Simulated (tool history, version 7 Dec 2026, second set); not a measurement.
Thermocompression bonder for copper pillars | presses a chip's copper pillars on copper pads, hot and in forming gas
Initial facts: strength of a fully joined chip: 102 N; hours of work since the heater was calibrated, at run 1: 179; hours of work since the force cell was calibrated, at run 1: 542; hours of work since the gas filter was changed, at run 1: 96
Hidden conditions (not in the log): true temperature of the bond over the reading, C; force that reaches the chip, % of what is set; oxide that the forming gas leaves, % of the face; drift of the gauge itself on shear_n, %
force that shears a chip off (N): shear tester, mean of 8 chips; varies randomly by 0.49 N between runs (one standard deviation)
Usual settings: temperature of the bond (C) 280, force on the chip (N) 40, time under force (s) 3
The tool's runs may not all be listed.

| run | day | temperature of the bond (C) | force on the chip (N) | time under force (s) | hours of work since the heater was calibrated | hours of work since the force cell was calibrated | hours of work since the gas filter was changed | force that shears a chip off (N) |
|---|---|---|---|---|---|---|---|---|
| 1 | 0.000 | 280 | 40 | 3 | 179 | 542 | 96 | 38.6 |
| 2 | 0.229 | 280 | 40 | 3 | 182 | 545 | 98 | 37.5 |
| 3 | 0.696 | 280 | 40 | 3 | 187 | 550 | 104 | 37.8 |
| 4 | 1.033 | 280 | 36 | 3 | 191 | 554 | 107 | 34.7 |
| 5 | 1.354 | 280 | 36 | 3 | 194 | 557 | 111 | 35.1 |
| 6 | 1.883 | 280 | 36 | 3 | 200 | 563 | 117 | 34.9 |
| 7 | 2.392 | 280 | 36 | 5 | 206 | 569 | 123 | 42.6 |
| 8 | 2.796 | 280 | 36 | 5 | 210 | 573 | 127 | 41.8 |
|  | 2.962 | forming gas filter changed |
| 9 | 3.246 | 280 | 36 | 5 | 215 | 578 | 3 | 46.1 |
| 10 | 3.625 | 280 | 36 | 5 | 219 | 582 | 7 | 45.6 |
| 11 | 3.958 | 280 | 40 | 2 | 223 | 586 | 11 | 34.6 |
| 12 | 4.171 | 280 | 40 | 3 | 225 | 588 | 13 | 39.0 |
|  | 4.296 | heater calibrated with a thermocouple chip |
| 13 | 4.700 | 280 | 40 | 3 | 4 | 593 | 18 | 38.9 |
| 14 | 5.171 | 280 | 34 | 3 | 10 | 599 | 24 | 36.2 |
| 15 | 5.675 | 280 | 41 | 3 | 15 | 604 | 29 | 40.6 |
| 16 | 6.088 | 280 | 40 | 3 | 20 | 609 | 34 | 38.4 |
|  | 6.304 | heater calibrated with a thermocouple chip, once more |
| 17 | 6.608 | 280 | 40 | 3 | 3 | 614 | 39 | 39.3 |
| 18 | 6.938 | 280 | 40 | 3 | 7 | 617 | 42 | 39.8 |
| 19 | 7.275 | 295 | 52 | 2 | 11 | 621 | 46 | 45.3 |
| 20 | 7.779 | 255 | 28 | 3 | 16 | 627 | 52 | 21.1 |
| 21 | 8.058 | 278 | 40 | 4 | 20 | 630 | 55 | 40.9 |
| 22 | 8.438 | 272 | 40 | 2 | 24 | 634 | 59 | 29.9 |
| 23 | 8.725 | 275 | 34 | 4 | 27 | 637 | 62 | 37.3 |
| 24 | 9.121 | 280 | 40 | 4 | 31 | 642 | 67 | 43.2 |
| 25 | 9.604 | 266 | 40 | 3 | 37 | 647 | 72 | 31.7 |
| 26 | 9.921 | 284 | 30 | 2 | 40 | 651 | 76 | 28.0 |
| 27 | 10.433 | 284 | 30 | 2 | 46 | 656 | 81 | 28.2 |
| 28 | 10.850 | 278 | 40 | 2 | 51 | 661 | 86 | 31.3 |
| 29 | 11.333 | 252 | 25 | 2 | 56 | 666 | 91 | 15.5 |

The next listed run, before its measurement:
| 30 | 11.696 | 252 | 25 | 2 | 60 | 670 | 95 | ? |

Run 30 came out at force that shears a chip off (N) 14.7.
Without the tool's hidden state the same run would have given force that shears a chip off (N) 15.5.
